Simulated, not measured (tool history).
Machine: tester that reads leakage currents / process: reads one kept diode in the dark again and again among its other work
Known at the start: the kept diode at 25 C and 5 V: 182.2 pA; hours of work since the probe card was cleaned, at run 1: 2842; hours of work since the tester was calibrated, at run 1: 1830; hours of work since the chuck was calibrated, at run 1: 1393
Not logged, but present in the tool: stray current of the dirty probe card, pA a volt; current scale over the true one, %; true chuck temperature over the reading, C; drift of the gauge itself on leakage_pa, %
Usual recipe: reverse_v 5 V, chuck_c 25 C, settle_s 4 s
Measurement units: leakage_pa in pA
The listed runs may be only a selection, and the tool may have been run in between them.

| run | hour | reverse_v | chuck_c | settle_s | hours of work since the probe card was cleaned | hours of work since the tester was calibrated | hours of work since the chuck was calibrated | leakage_pa |
|---|---|---|---|---|---|---|---|---|
| 1 | 0 | 5 | 25 | 4 | 2842 | 1830 | 1393 | 162.58 |
| 2 | 93.8 | 5 | 25 | 4 | 2907 | 1896 | 1458 | 163.23 |
| 3 | 147.5 | 5 | 25 | 4 | 2944 | 1933 | 1495 | 161.89 |
| 4 | 218.8 | 5 | 25 | 4 | 2994 | 1983 | 1545 | 161.27 |
|  | 335.4 | chuck's temperature calibrated |
| 5 | 335.4 | 5 | 25 | 4 | 3074 | 2062 | 0 | 145.52 |
| 6 | 454.1 | 5 | 25 | 4 | 3156 | 2145 | 83 | 143.93 |
| 7 | 512.6 | 5 | 25 | 4 | 3197 | 2185 | 123 | 145.26 |
| 8 | 618.7 | 4.67 | 25 | 4 | 3271 | 2259 | 197 | 137.39 |
| 9 | 694 | 5 | 25 | 0.38 | 3323 | 2312 | 249 | 144.54 |
|  | 778.1 | chuck's temperature calibrated, once more |
| 10 | 783.9 | 5 | 25 | 0.38 | 3384 | 2373 | 4 | 197.7 |
| 11 | 863.1 | 5 | 25 | 0.38 | 3439 | 2428 | 59 | 197.59 |
| 12 | 959.7 | 5 | 25 | 0.38 | 3506 | 2495 | 126 | 195.52 |
| 13 | 1011.2 | 5 | 25 | 0.38 | 3542 | 2531 | 162 | 195.15 |
|  | 1071.4 | probe card cleaned and baked |
| 14 | 1086.4 | 5 | 51 | 4.13 | 10 | 2581 | 212 | 1604.79 |
| 15 | 1188.1 | 5 | 51 | 4.13 | 81 | 2652 | 283 | 1592.27 |
| 16 | 1258.9 | 5 | 51 | 4.13 | 130 | 2701 | 332 | 1583.65 |
| 17 | 1378.4 | 5 | 51 | 4.13 | 214 | 2784 | 415 | 1579.62 |
| 18 | 1456.3 | 7.61 | 20 | 0.92 | 268 | 2838 | 470 | 143.08 |
| 19 | 1505.6 | 7.61 | 20 | 0.92 | 302 | 2873 | 504 | 143.82 |
| 20 | 1591.7 | 7.61 | 20 | 0.92 | 362 | 2933 | 564 | 142.94 |
| 21 | 1680.5 | 4.52 | 20 | 5.14 | 424 | 2994 | 626 | 105.19 |

What if the next run were any one of these 4? Each begins from the tool's condition after run 21:
| A | 1767.5 | 4.52 | 46 | 5.14 | 484 | 3055 | 686 | ? |
| B | 1767.5 | 2.17 | 45 | 3.98 | 484 | 3055 | 686 | ? |
| C | 1767.5 | 5 | 36 | 2.92 | 484 | 3055 | 686 | ? |
| D | 1767.5 | 5 | 25 | 3.1 | 484 | 3055 | 686 | ? |

| run | leakage_pa |
|---|---|
| A | 989.86 |
| B | 608.59 |
| C | 459.75 |
| D | 175.45 |
Had the tool no hidden state, the same runs would have come out as:
| run | leakage_pa |
|---|---|
| A | 1023.67 |
| B | 629.72 |
| C | 476.06 |
| D | 181.47 |

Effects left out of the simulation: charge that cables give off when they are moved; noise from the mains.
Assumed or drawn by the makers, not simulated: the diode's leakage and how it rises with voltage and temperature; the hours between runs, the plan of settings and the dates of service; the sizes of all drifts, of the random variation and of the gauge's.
